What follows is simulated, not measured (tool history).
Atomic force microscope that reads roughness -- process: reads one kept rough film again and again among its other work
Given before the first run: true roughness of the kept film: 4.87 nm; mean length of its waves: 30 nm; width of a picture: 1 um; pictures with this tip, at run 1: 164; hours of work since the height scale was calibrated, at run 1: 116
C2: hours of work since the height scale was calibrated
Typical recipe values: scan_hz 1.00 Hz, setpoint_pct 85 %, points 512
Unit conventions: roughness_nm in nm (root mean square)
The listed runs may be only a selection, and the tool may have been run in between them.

run 1 hour=0.0 | scan_hz=1.00 setpoint_pct=85 points=512 | pictures_with_this_tip=164 C2=116 | roughness_nm=3.829
run 2 hour=13.8 | scan_hz=1.00 setpoint_pct=85 points=512 | pictures_with_this_tip=173 C2=122 | roughness_nm=3.835
run 3 hour=20.2 | scan_hz=1.00 setpoint_pct=85 points=512 | pictures_with_this_tip=177 C2=124 | roughness_nm=3.820
run 4 hour=30.8 | scan_hz=1.00 setpoint_pct=85 points=512 | pictures_with_this_tip=184 C2=129 | roughness_nm=3.816
run 5 hour=43.4 | scan_hz=1.00 setpoint_pct=85 points=512 | pictures_with_this_tip=192 C2=134 | roughness_nm=3.823
run 6 hour=54.5 | scan_hz=1.00 setpoint_pct=85 points=287 | pictures_with_this_tip=200 C2=138 | roughness_nm=3.801
run 7 hour=64.4 | scan_hz=2.33 setpoint_pct=85 points=512 | pictures_with_this_tip=206 C2=142 | roughness_nm=3.412
run 8 hour=73.7 | scan_hz=2.33 setpoint_pct=85 points=512 | pictures_with_this_tip=212 C2=146 | roughness_nm=3.387
run 9 hour=86.8 | scan_hz=2.33 setpoint_pct=85 points=512 | pictures_with_this_tip=221 C2=151 | roughness_nm=3.372
run 10 hour=95.6 | scan_hz=1.00 setpoint_pct=85 points=671 | pictures_with_this_tip=227 C2=155 | roughness_nm=3.823
run 11 hour=108.9 | scan_hz=1.00 setpoint_pct=85 points=671 | pictures_with_this_tip=235 C2=160 | roughness_nm=3.832
run 12 hour=121.4 | scan_hz=1.00 setpoint_pct=85 points=512 | pictures_with_this_tip=244 C2=165 | roughness_nm=3.804
run 13 hour=134.3 | scan_hz=1.00 setpoint_pct=85 points=512 | pictures_with_this_tip=252 C2=171 | roughness_nm=3.815
run 14 hour=146.1 | scan_hz=1.00 setpoint_pct=85 points=512 | pictures_with_this_tip=260 C2=175 | roughness_nm=3.805
run 15 hour=157.0 | scan_hz=1.00 setpoint_pct=85 points=774 | pictures_with_this_tip=267 C2=180 | roughness_nm=3.856
run 16 hour=169.6 | scan_hz=1.00 setpoint_pct=85 points=512 | pictures_with_this_tip=275 C2=185 | roughness_nm=3.803
run 17 hour=175.9 | scan_hz=1.00 setpoint_pct=61 points=512 | pictures_with_this_tip=279 C2=188 | roughness_nm=4.072
run 18 hour=185.1 | scan_hz=1.00 setpoint_pct=57 points=512 | pictures_with_this_tip=285 C2=191 | roughness_nm=4.121
run 19 hour=198.8 | scan_hz=1.00 setpoint_pct=86 points=512 | pictures_with_this_tip=294 C2=197 | roughness_nm=3.820
run 20 hour=204.6 | scan_hz=1.00 setpoint_pct=86 points=512 | pictures_with_this_tip=298 C2=199 | roughness_nm=3.817
run 21 hour=214.5 | scan_hz=1.00 setpoint_pct=86 points=512 | pictures_with_this_tip=305 C2=203 | roughness_nm=3.780
run 22 hour=225.8 | scan_hz=1.00 setpoint_pct=86 points=512 | pictures_with_this_tip=312 C2=208 | roughness_nm=3.783
run 23 hour=233.9 | scan_hz=1.00 setpoint_pct=86 points=512 | pictures_with_this_tip=317 C2=211 | roughness_nm=3.800
-- hour=244.7 new tip fitted
run 24 hour=244.8 | scan_hz=0.80 setpoint_pct=69 points=488 | pictures_with_this_tip=0 C2=215 | roughness_nm=4.088
run 25 hour=254.7 | scan_hz=0.55 setpoint_pct=70 points=460 | pictures_with_this_tip=6 C2=219 | roughness_nm=4.116
run 26 hour=262.9 | scan_hz=3.38 setpoint_pct=79 points=512 | pictures_with_this_tip=12 C2=223 | roughness_nm=3.336
run 27 hour=270.2 | scan_hz=2.22 setpoint_pct=88 points=1004 | pictures_with_this_tip=17 C2=226 | roughness_nm=3.322
run 28 hour=284.2 | scan_hz=0.75 setpoint_pct=55 points=530 | pictures_with_this_tip=26 C2=231 | roughness_nm=4.163
run 29 hour=296.8 | scan_hz=0.75 setpoint_pct=55 points=530 | pictures_with_this_tip=34 C2=236 | roughness_nm=4.168

For run 30, what comes out?
run 30 hour=310.6 | scan_hz=0.98 setpoint_pct=57 points=271 | pictures_with_this_tip=43 C2=242 | roughness_nm=?

Run 30 measured roughness_nm 4.063 nm (root mean square).
Minus the tool's unlogged condition, the same run would have read roughness_nm 4.064 nm (root mean square).
